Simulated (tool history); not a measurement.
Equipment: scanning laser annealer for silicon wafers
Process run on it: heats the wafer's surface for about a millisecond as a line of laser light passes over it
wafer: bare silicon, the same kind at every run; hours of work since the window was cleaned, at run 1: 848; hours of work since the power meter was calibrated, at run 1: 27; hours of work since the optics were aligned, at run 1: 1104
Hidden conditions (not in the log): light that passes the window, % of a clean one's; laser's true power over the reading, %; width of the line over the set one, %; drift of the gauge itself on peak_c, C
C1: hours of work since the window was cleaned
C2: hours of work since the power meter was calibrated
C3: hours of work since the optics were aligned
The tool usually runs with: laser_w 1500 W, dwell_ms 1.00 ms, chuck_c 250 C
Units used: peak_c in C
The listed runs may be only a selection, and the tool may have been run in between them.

run 1 hour=0.0 | laser_w=1500 dwell_ms=1.00 chuck_c=250 | C1=848 C2=27 C3=1104 | peak_c=980
run 2 hour=19.8 | laser_w=1500 dwell_ms=1.00 chuck_c=250 | C1=863 C2=41 C3=1119 | peak_c=983
run 3 hour=37.2 | laser_w=1500 dwell_ms=1.00 chuck_c=250 | C1=876 C2=54 C3=1132 | peak_c=981
-- hour=43.5 window over the wafer cleaned
run 4 hour=63.2 | laser_w=1500 dwell_ms=1.00 chuck_c=258 | C1=15 C2=72 C3=1149 | peak_c=1010
run 5 hour=81.3 | laser_w=1500 dwell_ms=1.00 chuck_c=258 | C1=28 C2=85 C3=1163 | peak_c=1008
run 6 hour=96.1 | laser_w=1500 dwell_ms=1.00 chuck_c=258 | C1=39 C2=96 C3=1174 | peak_c=1006
run 7 hour=120.5 | laser_w=1500 dwell_ms=1.00 chuck_c=258 | C1=57 C2=114 C3=1192 | peak_c=1005
run 8 hour=139.7 | laser_w=1500 dwell_ms=1.00 chuck_c=250 | C1=71 C2=128 C3=1206 | peak_c=999
run 9 hour=156.0 | laser_w=1500 dwell_ms=1.00 chuck_c=250 | C1=83 C2=140 C3=1218 | peak_c=998
run 10 hour=174.2 | laser_w=1500 dwell_ms=1.00 chuck_c=256 | C1=96 C2=153 C3=1231 | peak_c=1005
run 11 hour=195.4 | laser_w=1500 dwell_ms=1.00 chuck_c=250 | C1=112 C2=169 C3=1247 | peak_c=996
run 12 hour=208.5 | laser_w=1500 dwell_ms=1.00 chuck_c=250 | C1=122 C2=179 C3=1256 | peak_c=995
run 13 hour=224.6 | laser_w=1500 dwell_ms=1.00 chuck_c=250 | C1=134 C2=191 C3=1268 | peak_c=997
run 14 hour=243.7 | laser_w=1365 dwell_ms=1.00 chuck_c=236 | C1=148 C2=205 C3=1282 | peak_c=911
run 15 hour=265.6 | laser_w=1365 dwell_ms=1.00 chuck_c=236 | C1=164 C2=221 C3=1298 | peak_c=909
run 16 hour=296.1 | laser_w=1528 dwell_ms=1.04 chuck_c=217 | C1=186 C2=243 C3=1321 | peak_c=995
run 17 hour=325.6 | laser_w=1528 dwell_ms=0.74 chuck_c=285 | C1=208 C2=265 C3=1343 | peak_c=938
run 18 hour=349.8 | laser_w=1528 dwell_ms=0.92 chuck_c=226 | C1=226 C2=283 C3=1360 | peak_c=955
run 19 hour=378.2 | laser_w=1310 dwell_ms=1.10 chuck_c=287 | C1=247 C2=304 C3=1381 | peak_c=964
run 20 hour=392.2 | laser_w=1500 dwell_ms=0.96 chuck_c=254 | C1=257 C2=314 C3=1392 | peak_c=983
run 21 hour=413.5 | laser_w=1621 dwell_ms=0.96 chuck_c=265 | C1=273 C2=330 C3=1407 | peak_c=1058
run 22 hour=432.8 | laser_w=1500 dwell_ms=1.00 chuck_c=220 | C1=287 C2=344 C3=1422 | peak_c=963
run 23 hour=455.8 | laser_w=1423 dwell_ms=1.01 chuck_c=220 | C1=304 C2=361 C3=1439 | peak_c=926

Branching from run 23: 4 alternative next runs. What would each branch give?
run A hour=487.5 | laser_w=1453 dwell_ms=0.81 chuck_c=285 | C1=327 C2=384 C3=1462 | peak_c=?
run B hour=487.5 | laser_w=1408 dwell_ms=1.00 chuck_c=222 | C1=327 C2=384 C3=1462 | peak_c=?
run C hour=487.5 | laser_w=1541 dwell_ms=1.12 chuck_c=264 | C1=327 C2=384 C3=1462 | peak_c=?
run D hour=487.5 | laser_w=1449 dwell_ms=1.24 chuck_c=250 | C1=327 C2=384 C3=1462 | peak_c=?

run=A peak_c=928
run=B peak_c=915
run=C peak_c=1074
run=D peak_c=1049
The same runs, with their run-to-run variation unchanged, on a tool lacking any hidden condition would have given:
run=A peak_c=946
run=B peak_c=933
run=C peak_c=1096
run=D peak_c=1070
